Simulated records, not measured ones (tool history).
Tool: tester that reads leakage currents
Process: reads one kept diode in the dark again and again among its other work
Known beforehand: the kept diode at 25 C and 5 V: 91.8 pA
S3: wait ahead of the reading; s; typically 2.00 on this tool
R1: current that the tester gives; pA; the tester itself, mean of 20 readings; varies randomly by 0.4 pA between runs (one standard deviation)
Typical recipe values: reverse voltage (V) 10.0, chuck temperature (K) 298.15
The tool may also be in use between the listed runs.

{"run": 1, "day": 0.0, "reverse voltage (V)": 10.0, "chuck temperature (K)": 298.15, "S3": 2.0, "R1": 133.14}
{"run": 2, "day": 1.833, "reverse voltage (V)": 10.0, "chuck temperature (K)": 298.15, "S3": 2.0, "R1": 132.72}
{"run": 3, "day": 3.646, "reverse voltage (V)": 10.0, "chuck temperature (K)": 298.15, "S3": 2.0, "R1": 134.06}
{"run": 4, "day": 5.071, "reverse voltage (V)": 10.0, "chuck temperature (K)": 294.15, "S3": 2.0, "R1": 95.45}
{"run": 5, "day": 7.812, "reverse voltage (V)": 10.0, "chuck temperature (K)": 294.15, "S3": 2.0, "R1": 95.07}
{"run": 6, "day": 9.821, "reverse voltage (V)": 10.0, "chuck temperature (K)": 294.15, "S3": 2.0, "R1": 95.88}
{"run": 7, "day": 11.329, "reverse voltage (V)": 10.0, "chuck temperature (K)": 294.15, "S3": 2.0, "R1": 95.68}
{"run": 8, "day": 13.067, "reverse voltage (V)": 10.0, "chuck temperature (K)": 294.15, "S3": 2.0, "R1": 96.1}
{"run": 9, "day": 15.183, "reverse voltage (V)": 3.3, "chuck temperature (K)": 298.15, "S3": 2.0, "R1": 74.04}
{"run": 10, "day": 17.904, "reverse voltage (V)": 10.0, "chuck temperature (K)": 298.15, "S3": 1.87, "R1": 133.17}
{"run": 11, "day": 19.733, "reverse voltage (V)": 10.0, "chuck temperature (K)": 305.15, "S3": 2.0, "R1": 236.44}
{"run": 12, "day": 22.058, "reverse voltage (V)": 10.0, "chuck temperature (K)": 305.15, "S3": 2.0, "R1": 236.22}
{"run": 13, "day": 23.592, "reverse voltage (V)": 10.0, "chuck temperature (K)": 305.15, "S3": 2.0, "R1": 235.93}
{"run": 14, "day": 26.154, "reverse voltage (V)": 10.0, "chuck temperature (K)": 305.15, "S3": 2.0, "R1": 234.78}
{"run": 15, "day": 27.521, "reverse voltage (V)": 10.0, "chuck temperature (K)": 298.15, "S3": 4.47, "R1": 132.62}
{"run": 16, "day": 29.538, "reverse voltage (V)": 1.4, "chuck temperature (K)": 298.15, "S3": 4.47, "R1": 46.67}
{"run": 17, "day": 32.071, "reverse voltage (V)": 1.4, "chuck temperature (K)": 298.15, "S3": 4.47, "R1": 46.34}
{"run": 18, "day": 34.85, "reverse voltage (V)": 10.0, "chuck temperature (K)": 323.15, "S3": 1.0, "R1": 939.71}
{"run": 19, "day": 37.546, "reverse voltage (V)": 8.6, "chuck temperature (K)": 316.15, "S3": 9.43, "R1": 511.78}
{"run": 20, "day": 39.95, "reverse voltage (V)": 11.8, "chuck temperature (K)": 298.15, "S3": 4.95, "R1": 145.22}
{"run": 21, "day": 42.675, "reverse voltage (V)": 4.9, "chuck temperature (K)": 328.15, "S3": 7.56, "R1": 925.93}
{"day": 42.962, "done": "probe card cleaned and baked"}
{"run": 22, "day": 45.196, "reverse voltage (V)": 4.9, "chuck temperature (K)": 328.15, "S3": 1.3, "R1": 930.68}
{"run": 23, "day": 46.767, "reverse voltage (V)": 1.4, "chuck temperature (K)": 329.15, "S3": 2.24, "R1": 526.28}
{"run": 24, "day": 48.512, "reverse voltage (V)": 1.4, "chuck temperature (K)": 329.15, "S3": 2.24, "R1": 520.64}
{"run": 25, "day": 50.85, "reverse voltage (V)": 1.4, "chuck temperature (K)": 322.15, "S3": 3.93, "R1": 311.5}
{"run": 26, "day": 52.442, "reverse voltage (V)": 5.0, "chuck temperature (K)": 294.15, "S3": 9.69, "R1": 68.54}
{"day": 54.896, "done": "probe card cleaned and baked, once more"}
{"run": 27, "day": 55.054, "reverse voltage (V)": 10.0, "chuck temperature (K)": 294.15, "S3": 2.0, "R1": 83.93}
{"run": 28, "day": 57.9, "reverse voltage (V)": 10.0, "chuck temperature (K)": 294.15, "S3": 2.0, "R1": 83.79}
{"run": 29, "day": 59.142, "reverse voltage (V)": 10.0, "chuck temperature (K)": 294.15, "S3": 2.0, "R1": 84.18}

Below are 5 alternative next runs, each starting from the tool's condition after run 29. Predict each:
{"run": "A", "day": 60.846, "reverse voltage (V)": 7.7, "chuck temperature (K)": 294.15, "S3": 0.31, "R1": "?"}
{"run": "B", "day": 60.846, "reverse voltage (V)": 7.5, "chuck temperature (K)": 298.15, "S3": 2.0, "R1": "?"}
{"run": "C", "day": 60.846, "reverse voltage (V)": 10.0, "chuck temperature (K)": 317.15, "S3": 0.56, "R1": "?"}
{"run": "D", "day": 60.846, "reverse voltage (V)": 10.0, "chuck temperature (K)": 301.15, "S3": 3.06, "R1": "?"}
{"run": "E", "day": 60.846, "reverse voltage (V)": 11.5, "chuck temperature (K)": 297.15, "S3": 2.0, "R1": "?"}

run=A R1=78.05
run=B R1=102.99
run=C R1=571.51
run=D R1=153.77
run=E R1=117.59
The same runs, with their run-to-run variation unchanged, on a tool lacking any hidden condition would have given:
run=A R1=85.79
run=B R1=113.99
run=C R1=629.49
run=D R1=170.10
run=E R1=129.77

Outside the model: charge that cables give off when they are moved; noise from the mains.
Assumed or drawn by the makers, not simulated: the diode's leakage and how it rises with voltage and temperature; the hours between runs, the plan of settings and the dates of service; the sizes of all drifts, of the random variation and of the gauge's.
